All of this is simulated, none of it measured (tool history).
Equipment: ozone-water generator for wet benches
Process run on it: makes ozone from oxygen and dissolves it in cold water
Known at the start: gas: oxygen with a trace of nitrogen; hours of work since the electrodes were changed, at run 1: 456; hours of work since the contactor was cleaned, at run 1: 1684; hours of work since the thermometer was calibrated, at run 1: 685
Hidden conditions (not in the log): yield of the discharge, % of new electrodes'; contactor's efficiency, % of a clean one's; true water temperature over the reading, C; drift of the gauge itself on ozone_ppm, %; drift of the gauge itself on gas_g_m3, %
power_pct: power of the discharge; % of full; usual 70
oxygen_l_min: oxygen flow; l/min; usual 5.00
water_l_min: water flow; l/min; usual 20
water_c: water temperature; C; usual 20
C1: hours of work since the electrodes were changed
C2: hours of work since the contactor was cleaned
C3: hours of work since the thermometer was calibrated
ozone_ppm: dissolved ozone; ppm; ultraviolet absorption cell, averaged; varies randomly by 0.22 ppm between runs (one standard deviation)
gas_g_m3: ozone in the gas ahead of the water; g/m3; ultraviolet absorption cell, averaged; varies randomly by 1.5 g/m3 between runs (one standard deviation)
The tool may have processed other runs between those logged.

{"run": 1, "hour": 0.0, "power_pct": 70, "oxygen_l_min": 5.0, "water_l_min": 20, "water_c": 20, "C1": 456, "C2": 1684, "C3": 685, "ozone_ppm": 31.9, "gas_g_m3": 271.8}
{"run": 2, "hour": 91.2, "power_pct": 70, "oxygen_l_min": 5.64, "water_l_min": 20, "water_c": 20, "C1": 533, "C2": 1762, "C3": 763, "ozone_ppm": 31.8, "gas_g_m3": 252.4}
{"run": 3, "hour": 155.8, "power_pct": 70, "oxygen_l_min": 5.64, "water_l_min": 20, "water_c": 20, "C1": 588, "C2": 1817, "C3": 818, "ozone_ppm": 31.2, "gas_g_m3": 253.6}
{"run": 4, "hour": 244.6, "power_pct": 70, "oxygen_l_min": 5.64, "water_l_min": 20, "water_c": 20, "C1": 664, "C2": 1892, "C3": 893, "ozone_ppm": 31.5, "gas_g_m3": 254.8}
{"run": 5, "hour": 306.2, "power_pct": 70, "oxygen_l_min": 5.64, "water_l_min": 20, "water_c": 20, "C1": 716, "C2": 1945, "C3": 946, "ozone_ppm": 31.5, "gas_g_m3": 255.2}
{"run": 6, "hour": 410.2, "power_pct": 70, "oxygen_l_min": 5.64, "water_l_min": 20, "water_c": 20, "C1": 805, "C2": 2033, "C3": 1034, "ozone_ppm": 31.2, "gas_g_m3": 254.1}
{"run": 7, "hour": 479.4, "power_pct": 70, "oxygen_l_min": 5.0, "water_l_min": 20, "water_c": 20, "C1": 864, "C2": 2092, "C3": 1093, "ozone_ppm": 32.1, "gas_g_m3": 272.7}
{"hour": 491.1, "done": "water thermometer calibrated"}
{"run": 8, "hour": 539.6, "power_pct": 70, "oxygen_l_min": 5.0, "water_l_min": 20, "water_c": 20, "C1": 915, "C2": 2143, "C3": 41, "ozone_ppm": 31.5, "gas_g_m3": 271.4}
{"run": 9, "hour": 654.5, "power_pct": 70, "oxygen_l_min": 5.0, "water_l_min": 20, "water_c": 13, "C1": 1013, "C2": 2241, "C3": 139, "ozone_ppm": 34.6, "gas_g_m3": 270.7}
{"run": 10, "hour": 715.2, "power_pct": 70, "oxygen_l_min": 5.0, "water_l_min": 20, "water_c": 13, "C1": 1064, "C2": 2293, "C3": 191, "ozone_ppm": 34.3, "gas_g_m3": 269.1}
{"run": 11, "hour": 770.3, "power_pct": 70, "oxygen_l_min": 5.0, "water_l_min": 20, "water_c": 13, "C1": 1111, "C2": 2340, "C3": 238, "ozone_ppm": 34.3, "gas_g_m3": 269.2}
{"run": 12, "hour": 837.3, "power_pct": 50, "oxygen_l_min": 5.39, "water_l_min": 17, "water_c": 19, "C1": 1168, "C2": 2397, "C3": 295, "ozone_ppm": 29.2, "gas_g_m3": 211.6}
{"hour": 873.8, "done": "water thermometer calibrated, once more"}
{"run": 13, "hour": 914.4, "power_pct": 50, "oxygen_l_min": 5.39, "water_l_min": 17, "water_c": 19, "C1": 1234, "C2": 2462, "C3": 35, "ozone_ppm": 29.7, "gas_g_m3": 213.0}
{"run": 14, "hour": 973.9, "power_pct": 70, "oxygen_l_min": 5.0, "water_l_min": 28, "water_c": 20, "C1": 1284, "C2": 2513, "C3": 85, "ozone_ppm": 23.1, "gas_g_m3": 270.2}
{"run": 15, "hour": 1074.7, "power_pct": 58, "oxygen_l_min": 5.87, "water_l_min": 20, "water_c": 15, "C1": 1370, "C2": 2599, "C3": 171, "ozone_ppm": 29.7, "gas_g_m3": 221.6}
{"run": 16, "hour": 1145.4, "power_pct": 70, "oxygen_l_min": 7.3, "water_l_min": 12, "water_c": 22, "C1": 1430, "C2": 2659, "C3": 231, "ozone_ppm": 38.8, "gas_g_m3": 215.8}
{"run": 17, "hour": 1256.6, "power_pct": 55, "oxygen_l_min": 2.65, "water_l_min": 20, "water_c": 13, "C1": 1525, "C2": 2754, "C3": 326, "ozone_ppm": 28.1, "gas_g_m3": 338.3}
{"run": 18, "hour": 1374.0, "power_pct": 70, "oxygen_l_min": 4.67, "water_l_min": 20, "water_c": 20, "C1": 1625, "C2": 2854, "C3": 426, "ozone_ppm": 31.1, "gas_g_m3": 278.2}
{"run": 19, "hour": 1429.4, "power_pct": 84, "oxygen_l_min": 5.0, "water_l_min": 19, "water_c": 20, "C1": 1672, "C2": 2901, "C3": 473, "ozone_ppm": 35.9, "gas_g_m3": 297.6}

4 ways to go on from here, each from the tool as it stands after run 19. What would each give?
{"run": "A", "hour": 1523.0, "power_pct": 68, "oxygen_l_min": 5.0, "water_l_min": 20, "water_c": 13, "C1": 1752, "C2": 2980, "C3": 553, "ozone_ppm": "?", "gas_g_m3": "?"}
{"run": "B", "hour": 1523.0, "power_pct": 84, "oxygen_l_min": 7.16, "water_l_min": 24, "water_c": 22, "C1": 1752, "C2": 2980, "C3": 553, "ozone_ppm": "?", "gas_g_m3": "?"}
{"run": "C", "hour": 1523.0, "power_pct": 84, "oxygen_l_min": 5.0, "water_l_min": 19, "water_c": 23, "C1": 1752, "C2": 2980, "C3": 553, "ozone_ppm": "?", "gas_g_m3": "?"}
{"run": "D", "hour": 1523.0, "power_pct": 53, "oxygen_l_min": 3.79, "water_l_min": 20, "water_c": 20, "C1": 1752, "C2": 2980, "C3": 553, "ozone_ppm": "?", "gas_g_m3": "?"}

run=A ozone_ppm=33.6 gas_g_m3=262.6
run=B ozone_ppm=27.8 gas_g_m3=240.7
run=C ozone_ppm=34.4 gas_g_m3=297.7
run=D ozone_ppm=26.4 gas_g_m3=266.5
With no hidden state in the tool, these same runs would have given:
run=A ozone_ppm=34.8 gas_g_m3=270.0
run=B ozone_ppm=29.0 gas_g_m3=248.4
run=C ozone_ppm=35.8 gas_g_m3=307.2
run=D ozone_ppm=27.3 gas_g_m3=272.9
